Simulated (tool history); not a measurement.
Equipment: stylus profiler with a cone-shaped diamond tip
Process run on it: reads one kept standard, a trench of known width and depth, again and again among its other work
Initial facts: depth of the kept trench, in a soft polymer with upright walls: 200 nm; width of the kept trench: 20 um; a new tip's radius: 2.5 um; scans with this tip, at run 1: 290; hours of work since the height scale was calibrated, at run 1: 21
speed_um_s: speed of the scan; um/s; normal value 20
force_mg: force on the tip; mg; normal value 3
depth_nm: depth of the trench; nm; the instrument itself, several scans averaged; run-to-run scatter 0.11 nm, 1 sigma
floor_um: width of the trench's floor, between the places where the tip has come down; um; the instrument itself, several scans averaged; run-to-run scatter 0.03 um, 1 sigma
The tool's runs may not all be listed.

run   hour  speed_um_s  force_mg  scans with this tip  hours of work since the height scale was calibrated  depth_nm  floor_um
  1      0          20         3                  290                                                   21    202.83     17.93
  2   24.6          20         3                  479                                                   35    202.91     17.91
  3   43.5          20         3                  625                                                   45    202.81     17.88
  4   61.8          20         3                  766                                                   55    202.95     17.85
  5   94.4          24         3                 1017                                                   74    202.76     17.87
  6  116.8          20         3                 1189                                                   86    203.03     17.77
  7  139.5          20         3                 1364                                                   99    202.83     17.81
  8  175.9          20         3                 1644                                                  119    202.96     17.73
  9  195.4          20         3                 1794                                                  130    202.93     17.69
 10  215.5          20         3                 1949                                                  141    203.13     17.66
 11  232.2          20         3                 2078                                                  150    202.89     17.68
 12  260.8          11      4.22                 2299                                                  166    203.55      17.7

Run 13 has not been measured yet. What should we expect?
 13  277.1          19      1.11                 2424                                                  175         ?         ?

{"run 13": {"depth_nm": 201.61, "floor_um": 17.61}}
With the hidden condition absent and the run-to-run variation left alone, this run would have shown depth_nm 201.39 nm, floor_um 17.97 um.
